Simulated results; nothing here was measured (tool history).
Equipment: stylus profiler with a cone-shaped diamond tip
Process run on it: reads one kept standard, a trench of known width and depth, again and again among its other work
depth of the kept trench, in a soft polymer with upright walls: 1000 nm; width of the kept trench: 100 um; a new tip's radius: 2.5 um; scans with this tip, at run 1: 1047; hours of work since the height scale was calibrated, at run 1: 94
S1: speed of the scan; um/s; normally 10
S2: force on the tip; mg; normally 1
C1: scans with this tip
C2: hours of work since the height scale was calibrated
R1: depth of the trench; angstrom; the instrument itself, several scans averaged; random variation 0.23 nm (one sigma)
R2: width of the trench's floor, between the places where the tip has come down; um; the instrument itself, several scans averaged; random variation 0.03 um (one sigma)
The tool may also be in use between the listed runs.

run 1 hour=0 | S1=10 S2=1 | C1=1047 C2=94 | R1=10101.5 R2=95.75
run 2 hour=18.8 | S1=10 S2=1 | C1=1208 C2=108 | R1=10101.1 R2=95.76
run 3 hour=35.9 | S1=10 S2=1 | C1=1354 C2=122 | R1=10101.2 R2=95.79
run 4 hour=57.8 | S1=10 S2=1 | C1=1541 C2=138 | R1=10098.8 R2=95.68
run 5 hour=82.2 | S1=5 S2=1 | C1=1750 C2=157 | R1=10105.9 R2=95.75
run 6 hour=107 | S1=5 S2=1 | C1=1961 C2=176 | R1=10100.7 R2=95.76
run 7 hour=140.7 | S1=10 S2=1 | C1=2249 C2=202 | R1=10108.4 R2=95.78
run 8 hour=171.8 | S1=10 S2=1 | C1=2515 C2=226 | R1=10106.5 R2=95.66
run 9 hour=195.8 | S1=10 S2=1 | C1=2720 C2=244 | R1=10112 R2=95.62
run 10 hour=221.2 | S1=38 S2=0.47 | C1=2938 C2=264 | R1=10070.8 R2=95.14
run 11 hour=257.6 | S1=20 S2=0.51 | C1=3250 C2=292 | R1=10074.7 R2=95.4
-- hour=261.8 height scale calibrated on a step standard
run 12 hour=281.3 | S1=20 S2=0.51 | C1=3448 C2=15 | R1=10088.8 R2=95.36
run 13 hour=311.1 | S1=8 S2=0.55 | C1=3702 C2=38 | R1=10087.9 R2=95.54
run 14 hour=334.8 | S1=27 S2=2.57 | C1=3905 C2=56 | R1=10204.2 R2=95.37
run 15 hour=362.9 | S1=5 S2=1.74 | C1=4145 C2=78 | R1=10166.4 R2=95.51
-- hour=382.7 height scale calibrated on a step standard, once more
run 16 hour=389.9 | S1=5 S2=1.74 | C1=4372 C2=6 | R1=10138.9 R2=95.52
run 17 hour=417.2 | S1=5 S2=0.98 | C1=4605 C2=26 | R1=10093.2 R2=95.48
run 18 hour=457.3 | S1=5 S2=1.89 | C1=4948 C2=57 | R1=10149.5 R2=95.5

Alternative continuations, all from the tool just after run 18; predict every row:
run A hour=481.6 | S1=7 S2=1.04 | C1=5156 C2=76 | R1=? R2=?
run B hour=481.6 | S1=2 S2=1.36 | C1=5156 C2=76 | R1=? R2=?
run C hour=481.6 | S1=23 S2=1.74 | C1=5156 C2=76 | R1=? R2=?
run D hour=481.6 | S1=8 S2=1.89 | C1=5156 C2=76 | R1=? R2=?

run=A R1=10104 R2=95.51
run=B R1=10122.1 R2=95.49
run=C R1=10146.3 R2=95.31
run=D R1=10150.6 R2=95.41
Had the tool no hidden state, the same runs would have come out as:
run=A R1=10097.4 R2=96
run=B R1=10115.4 R2=95.98
run=C R1=10139.6 R2=95.8
run=D R1=10144 R2=95.89
